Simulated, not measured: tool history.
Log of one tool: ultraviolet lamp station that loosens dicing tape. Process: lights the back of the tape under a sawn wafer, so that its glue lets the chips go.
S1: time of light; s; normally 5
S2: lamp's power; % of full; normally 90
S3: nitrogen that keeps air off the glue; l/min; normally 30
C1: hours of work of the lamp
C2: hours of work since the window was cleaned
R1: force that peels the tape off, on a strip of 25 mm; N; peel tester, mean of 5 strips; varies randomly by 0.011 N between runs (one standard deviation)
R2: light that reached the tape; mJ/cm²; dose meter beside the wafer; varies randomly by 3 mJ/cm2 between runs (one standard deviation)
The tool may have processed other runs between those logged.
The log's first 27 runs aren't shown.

run    hour  S1  S2  S3   C1   C2     R1   R2
 28  1727.6   5  90   9  354  278  0.961  438
 29  1801.3   5  90   9  396  320  0.978  441
 30  1859.2   5  90   9  428  352  0.955  437
 31  1918.7   5  90   9  462  386  0.966  435
 32    1993   5  90   9  504  428  0.942  434
 33  2070.9   9  96  15  548  472  0.249  847
 34  2130.7   9  96  15  581  505  0.249  840
 35  2199.5   6  75  40  620  544  0.417  434
 36  2260.4   6  75  40  654  579  0.423  441
 37  2334.6   9  90  30  696  620  0.215  787
 38  2399.8   6  60  25  733  657  0.749  349

What will run 39 give?
     2467.1  -- window cleaned of glue's vapour
 39  2483.6   6  60  25  780   9   ?   ?

Run 39 came out at R1 0.777 N, R2 350 mJ/cm².
Were there no unlogged condition in the tool, this run, its random variation unchanged, would have produced R1 0.772 N, R2 351 mJ/cm².

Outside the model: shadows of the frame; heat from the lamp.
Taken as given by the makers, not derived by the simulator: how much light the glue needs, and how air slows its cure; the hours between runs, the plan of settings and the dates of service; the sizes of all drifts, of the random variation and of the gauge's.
